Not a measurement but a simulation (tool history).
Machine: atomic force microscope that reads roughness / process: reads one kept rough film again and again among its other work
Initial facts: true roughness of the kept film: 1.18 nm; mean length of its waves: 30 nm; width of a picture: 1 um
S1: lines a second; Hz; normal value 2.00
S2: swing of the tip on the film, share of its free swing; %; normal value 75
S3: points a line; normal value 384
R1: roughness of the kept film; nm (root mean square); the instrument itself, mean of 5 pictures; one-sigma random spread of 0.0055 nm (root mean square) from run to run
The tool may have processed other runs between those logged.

run	hour	S1	S2	S3	R1
1	0.0	2.00	75	384	0.873
2	6.7	2.00	75	384	0.887
# hour 11.7: new tip fitted
3	13.7	2.00	75	384	0.962
4	22.6	2.00	75	384	0.956
5	31.9	2.00	75	384	0.934
6	38.9	2.00	75	384	0.936
7	45.8	2.00	75	384	0.920
8	52.9	2.00	75	384	0.929
9	60.9	1.36	75	866	0.964
10	68.7	1.05	81	1010	0.956

Forecast run 11:
11	76.0	2.45	62	739	?

R1: 0.961 nm (root mean square)
With no hidden state in the tool, this same run would have given R1 1.026 nm (root mean square).

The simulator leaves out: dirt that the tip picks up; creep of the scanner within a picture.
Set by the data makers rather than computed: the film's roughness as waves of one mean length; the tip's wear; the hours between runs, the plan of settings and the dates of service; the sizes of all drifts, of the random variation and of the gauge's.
